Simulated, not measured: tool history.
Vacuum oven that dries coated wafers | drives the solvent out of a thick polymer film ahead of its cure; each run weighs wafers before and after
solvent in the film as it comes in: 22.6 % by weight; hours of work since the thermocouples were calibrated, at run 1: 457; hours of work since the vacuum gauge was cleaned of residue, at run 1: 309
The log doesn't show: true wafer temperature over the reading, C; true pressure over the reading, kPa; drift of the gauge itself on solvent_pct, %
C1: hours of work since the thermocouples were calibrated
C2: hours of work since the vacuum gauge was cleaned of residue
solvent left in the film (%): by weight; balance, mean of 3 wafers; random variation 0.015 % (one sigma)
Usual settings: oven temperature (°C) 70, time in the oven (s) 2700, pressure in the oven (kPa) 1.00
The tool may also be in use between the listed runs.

Run 1, hour 0.0: usual settings; C1 457; C2 309. Result: solvent left in the film (%) 2.82.
Run 2, hour 31.2: usual settings; C1 470; C2 322. Result: solvent left in the film (%) 2.83.
Run 3, hour 64.9: usual settings; C1 484; C2 336. Result: solvent left in the film (%) 2.82.
Run 4, hour 97.0: usual settings; C1 497; C2 349. Result: solvent left in the film (%) 2.84.
Run 5, hour 112.1: usual settings but oven temperature (°C) 65; C1 503; C2 355. Result: solvent left in the film (%) 4.11.
Run 6, hour 127.2: usual settings; C1 509; C2 361. Result: solvent left in the film (%) 2.82.
Run 7, hour 157.1: usual settings but pressure in the oven (kPa) 1.07; C1 521; C2 373. Result: solvent left in the film (%) 2.86.
Run 8, hour 178.3: usual settings but oven temperature (°C) 79, pressure in the oven (kPa) 1.07; C1 530; C2 382. Result: solvent left in the film (%) 1.31.
Run 9, hour 199.0: usual settings but pressure in the oven (kPa) 3.30; C1 538; C2 390. Result: solvent left in the film (%) 4.34.
Run 10, hour 227.3: usual settings but pressure in the oven (kPa) 3.30; C1 550; C2 402. Result: solvent left in the film (%) 4.32.
Run 11, hour 248.2: usual settings but pressure in the oven (kPa) 3.30; C1 558; C2 410. Result: solvent left in the film (%) 4.34.
Run 12, hour 272.6: usual settings but pressure in the oven (kPa) 3.30; C1 568; C2 420. Result: solvent left in the film (%) 4.36.
Run 13, hour 288.6: usual settings but pressure in the oven (kPa) 3.30; C1 575; C2 427. Result: solvent left in the film (%) 4.34.
Run 14, hour 321.4: usual settings but pressure in the oven (kPa) 3.30; C1 588; C2 440. Result: solvent left in the film (%) 4.33.
Run 15, hour 343.5: usual settings; C1 597; C2 449. Result: solvent left in the film (%) 2.83.
Run 16, hour 376.1: usual settings; C1 610; C2 462. Result: solvent left in the film (%) 2.84.
Run 17, hour 405.9: usual settings but oven temperature (°C) 78; C1 622; C2 474. Result: solvent left in the film (%) 1.38.
Run 18, hour 428.3: usual settings but oven temperature (°C) 78; C1 631; C2 483. Result: solvent left in the film (%) 1.40.
Run 19, hour 450.7: usual settings but oven temperature (°C) 81; C1 640; C2 493. Result: solvent left in the film (%) 1.04.
Run 20, hour 473.4: usual settings; C1 650; C2 502. Result: solvent left in the film (%) 2.78.
Run 21, hour 501.8: usual settings; C1 661; C2 513. Result: solvent left in the film (%) 2.80.
Run 22, hour 529.6: usual settings but pressure in the oven (kPa) 3.01; C1 672; C2 525. Result: solvent left in the film (%) 4.14.
Run 23, hour 561.5: usual settings but oven temperature (°C) 66, time in the oven (s) 2220, pressure in the oven (kPa) 0.73; C1 685; C2 538. Result: solvent left in the film (%) 4.67.
Run 24, hour 582.0: usual settings but oven temperature (°C) 66, time in the oven (s) 2220, pressure in the oven (kPa) 0.73; C1 694; C2 546. Result: solvent left in the film (%) 4.73.
Run 25, hour 597.2: usual settings but oven temperature (°C) 66, time in the oven (s) 1560, pressure in the oven (kPa) 2.38; C1 700; C2 552. Result: solvent left in the film (%) 7.95.
Run 26, hour 617.7: usual settings but time in the oven (s) 2400, pressure in the oven (kPa) 0.54; C1 708; C2 560. Result: solvent left in the film (%) 3.06.
Run 27, hour 639.3: usual settings but time in the oven (s) 2400, pressure in the oven (kPa) 0.54; C1 717; C2 569. Result: solvent left in the film (%) 3.05.
Run 28, hour 653.5: usual settings but oven temperature (°C) 64, time in the oven (s) 4320, pressure in the oven (kPa) 3.96; C1 723; C2 575. Result: solvent left in the film (%) 4.89.
Run 29, hour 671.6: usual settings but oven temperature (°C) 60, time in the oven (s) 3600, pressure in the oven (kPa) 0.50; C1 730; C2 582. Result: solvent left in the film (%) 3.53.
Run 30, hour 692.4: usual settings but oven temperature (°C) 84, time in the oven (s) 1560; C1 739; C2 591. Result: solvent left in the film (%) 2.27.
Run 31, hour 717.2: usual settings but oven temperature (°C) 84, time in the oven (s) 1560; C1 749; C2 601. Result: solvent left in the film (%) 2.28.
Run 32, hour 748.5: usual settings but time in the oven (s) 1320; C1 761; C2 614. Result: solvent left in the film (%) 6.92.
Run 33, hour 767.5: usual settings but time in the oven (s) 1320; C1 769; C2 621. Result: solvent left in the film (%) 6.88.
Run 34, hour 794.4: usual settings but oven temperature (°C) 58, time in the oven (s) 1320; C1 780; C2 632. Result: solvent left in the film (%) 10.71.
Run 35, hour 817.5: usual settings but oven temperature (°C) 58, time in the oven (s) 1680, pressure in the oven (kPa) 0.67; C1 789; C2 642. Result: solvent left in the film (%) 8.99.
Run 36, hour 837.0: usual settings but pressure in the oven (kPa) 2.98; C1 797; C2 650. Result: solvent left in the film (%) 4.08.
Run 37, hour 863.0: usual settings but time in the oven (s) 1620, pressure in the oven (kPa) 3.32; C1 808; C2 660. Result: solvent left in the film (%) 6.89.
Run 38, hour 887.4: usual settings but time in the oven (s) 1620, pressure in the oven (kPa) 3.84; C1 818; C2 670. Result: solvent left in the film (%) 7.18.
Run 39, hour 905.0: usual settings but oven temperature (°C) 74, time in the oven (s) 4680, pressure in the oven (kPa) 3.15; C1 825; C2 677. Result: solvent left in the film (%) 2.18.
Run 40, hour 927.6: usual settings but oven temperature (°C) 62, time in the oven (s) 4680, pressure in the oven (kPa) 0.62; C1 834; C2 686. Result: solvent left in the film (%) 2.01.
Run 41, hour 961.0: usual settings but oven temperature (°C) 73, time in the oven (s) 2580, pressure in the oven (kPa) 0.58; C1 848; C2 700. Result: solvent left in the film (%) 2.08.

The next listed run, before its measurement:
Run 42, hour 987.2: usual settings but oven temperature (°C) 73, time in the oven (s) 2340, pressure in the oven (kPa) 0.93; C1 858; C2 711. Result: solvent left in the film (%) ?.

solvent left in the film (%): 2.71
Without the tool's hidden state the same run would have given solvent left in the film (%) 2.87.
